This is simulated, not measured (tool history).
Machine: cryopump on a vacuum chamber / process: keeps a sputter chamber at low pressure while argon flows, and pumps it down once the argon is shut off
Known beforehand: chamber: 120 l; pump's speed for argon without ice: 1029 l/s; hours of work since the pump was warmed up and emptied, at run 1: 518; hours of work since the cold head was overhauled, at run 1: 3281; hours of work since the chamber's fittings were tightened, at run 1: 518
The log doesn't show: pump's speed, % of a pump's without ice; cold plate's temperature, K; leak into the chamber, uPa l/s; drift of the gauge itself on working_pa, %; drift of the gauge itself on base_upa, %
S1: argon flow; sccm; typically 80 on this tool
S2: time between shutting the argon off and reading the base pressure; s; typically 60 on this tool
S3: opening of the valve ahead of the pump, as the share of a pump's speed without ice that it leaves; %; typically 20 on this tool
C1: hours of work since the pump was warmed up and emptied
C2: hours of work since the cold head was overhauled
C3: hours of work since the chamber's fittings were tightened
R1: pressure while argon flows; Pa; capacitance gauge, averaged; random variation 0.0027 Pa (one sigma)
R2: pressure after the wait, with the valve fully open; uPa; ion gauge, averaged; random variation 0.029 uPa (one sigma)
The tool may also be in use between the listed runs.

run	hour	S1	S2	S3	C1	C2	C3	R1	R2
1	0	80	60	20	518	3281	518	0.6707	1.88
2	92.4	80	60	20	595	3358	595	0.6805	2.03
3	211.4	80	60	37	694	3457	694	0.3773	2.1
4	337.5	80	60	19	798	3561	798	0.7155	2.33
# hour 387: pump warmed up, emptied and cooled again
5	445.4	80	44	20	48	3647	884	0.6606	2.61
6	533	80	44	20	121	3719	956	0.6667	2.63
7	651.5	80	224	20	219	3818	1055	0.6666	1.69
8	729	80	224	20	284	3882	1119	0.6721	1.69
9	823	80	224	20	362	3960	1197	0.6664	1.86
10	900.3	80	171	20	426	4024	1261	0.6763	2.01
11	1026.2	80	171	20	530	4129	1366	0.6793	2.09
12	1079.6	80	171	20	575	4173	1410	0.6769	2.2
13	1156.9	80	204	20	639	4237	1474	0.6767	2.19
14	1281.1	80	194	20	742	4340	1577	0.6839	2.44
15	1353.2	80	194	20	802	4400	1637	0.6846	2.52
# hour 1396.3: pump warmed up, emptied and cooled again
16	1454.1	80	194	20	48	4479	1716	0.6626	2.33
17	1550.4	80	194	20	128	4559	1796	0.6669	2.43
18	1614.7	80	58	20	181	4613	1850	0.6725	3.22
19	1690.2	80	263	25	244	4675	1912	0.5388	2.52
20	1818.8	80	273	19	350	4782	2019	0.7076	2.68
21	1904.8	123	278	20	422	4853	2090	1.04	2.82
22	2013	107	134	30	512	4943	2180	0.6112	3.1
# hour 2032.8: leaking fittings of the chamber tightened, without venting
23	2103.3	97	134	30	585	5016	58	0.5569	0.97
24	2199.6	139	121	21	665	5096	138	1.124	1.13
25	2323	43	93	20	767	5199	241	0.3662	1.37
26	2389.5	43	54	20	822	5254	296	0.3671	1.93
# hour 2407: pump warmed up, emptied and cooled again
27	2520.5	61	228	17	94	5358	400	0.598	1.09
28	2578	61	228	17	142	5406	448	0.5984	1.13
29	2701.3	61	228	17	244	5508	550	0.5984	1.34
30	2798.2	61	25	17	325	5589	631	0.6011	3.63
31	2879.5	85	60	18	392	5656	698	0.791	2.23
32	2974.3	49	28	28	471	5735	777	0.3004	3.54
33	3076.2	49	28	28	555	5819	861	0.2998	3.69

Predict each of these 5 candidate next runs independently; none follows another, all start after run 33:
A	3194.2	53	28	28	653	5917	959	?	?
B	3194.2	65	28	28	653	5917	959	?	?
C	3194.2	82	289	25	653	5917	959	?	?
D	3194.2	76	60	29	653	5917	959	?	?
E	3194.2	54	28	28	653	5917	959	?	?

run	R1	R2
A	0.3297	3.77
B	0.4026	3.8
C	0.565	1.72
D	0.4567	2.58
E	0.3354	3.83
With no hidden state in the tool, these same runs would have given:
run	R1	R2
A	0.3127	2.58
B	0.3818	2.59
C	0.5388	0.52
D	0.4323	1.37
E	0.3181	2.6
